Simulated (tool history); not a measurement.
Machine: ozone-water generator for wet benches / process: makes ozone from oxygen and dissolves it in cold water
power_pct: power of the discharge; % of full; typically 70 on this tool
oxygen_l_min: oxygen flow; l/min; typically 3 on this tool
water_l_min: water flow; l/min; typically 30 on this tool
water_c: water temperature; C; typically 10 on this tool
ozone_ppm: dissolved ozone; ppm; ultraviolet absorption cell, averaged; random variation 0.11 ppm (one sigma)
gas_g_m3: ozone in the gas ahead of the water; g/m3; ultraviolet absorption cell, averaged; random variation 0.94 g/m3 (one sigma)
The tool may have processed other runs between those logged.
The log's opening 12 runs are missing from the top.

run,day,power_pct,oxygen_l_min,water_l_min,water_c,ozone_ppm,gas_g_m3
13,26.812,47,3,20,10,10.1,118.2
14,29.129,47,3,20,10,10.2,117.7
15,30.533,47,4.64,20,10,10.3,89.2
16,31.983,70,3,30,10,9,150.2
17,33.938,70,3,30,10,9.1,153.6
18,36.008,53,3,30,13,7.5,126.4
19,39.258,70,2.31,30,8,8.7,178.8
20,40.85,94,5.27,29,6,12.4,125.8
21,43.017,44,2.42,29,6,6.7,128.3
22,45.838,52,3,30,5,7.6,125.9
23,47.412,52,3,30,5,7.7,125.4
24,50.638,52,3,30,5,7.6,124.9
25,53.308,70,3,36,16,7.2,150.4
26,55.246,70,3,36,16,7.4,148.7
27,57.767,70,3,21,10,12.5,151.1
28,59.575,70,5.27,21,10,12.8,105.2
29,62.05,55,2.59,27,10,8.3,140.4

The next listed run, before its measurement:
30,64.621,55,2.59,27,10,?,?

Run 30 produced ozone_ppm 8.1 ppm, gas_g_m3 140.4 g/m3.
On a tool with no hidden condition, and with the same random variation, this run would have come out at ozone_ppm 9.1 ppm, gas_g_m3 148.7 g/m3.
